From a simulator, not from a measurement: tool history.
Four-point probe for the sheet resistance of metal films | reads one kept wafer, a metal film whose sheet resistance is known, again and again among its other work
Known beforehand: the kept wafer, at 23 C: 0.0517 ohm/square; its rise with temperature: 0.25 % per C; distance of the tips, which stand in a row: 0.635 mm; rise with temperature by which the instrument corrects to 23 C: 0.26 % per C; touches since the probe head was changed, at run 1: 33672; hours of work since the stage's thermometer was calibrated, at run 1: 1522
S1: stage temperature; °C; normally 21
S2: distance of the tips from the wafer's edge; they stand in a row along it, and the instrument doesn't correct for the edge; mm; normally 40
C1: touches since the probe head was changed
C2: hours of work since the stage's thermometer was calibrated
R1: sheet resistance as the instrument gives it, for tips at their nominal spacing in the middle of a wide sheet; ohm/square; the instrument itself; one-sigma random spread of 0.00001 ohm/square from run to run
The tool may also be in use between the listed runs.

run 1 hour=0.0 | S1=21 S2=40 | C1=33672 C2=1522 | R1=0.051641
run 2 hour=20.2 | S1=31 S2=40 | C1=34491 C2=1538 | R1=0.051611
run 3 hour=43.8 | S1=31 S2=40 | C1=35450 C2=1556 | R1=0.051585
run 4 hour=57.3 | S1=31 S2=40 | C1=36000 C2=1567 | R1=0.051608
run 5 hour=83.9 | S1=31 S2=40 | C1=37079 C2=1588 | R1=0.051608
run 6 hour=106.4 | S1=21 S2=37 | C1=37993 C2=1606 | R1=0.051649
run 7 hour=127.2 | S1=21 S2=37 | C1=38837 C2=1623 | R1=0.051676
run 8 hour=138.9 | S1=21 S2=37 | C1=39312 C2=1632 | R1=0.051651
run 9 hour=151.4 | S1=21 S2=37 | C1=39821 C2=1642 | R1=0.051645
run 10 hour=167.6 | S1=21 S2=28 | C1=40480 C2=1655 | R1=0.051667

Run 11, settings as shown, results not yet in. Your forecast:
run 11 hour=183.7 | S1=21 S2=28 | C1=41134 C2=1668 | R1=?

R1: 0.051675 ohm/square
Take away the tool's hidden state, keep the run-to-run variation as it was, and the same run would have given R1 0.051732 ohm/square.
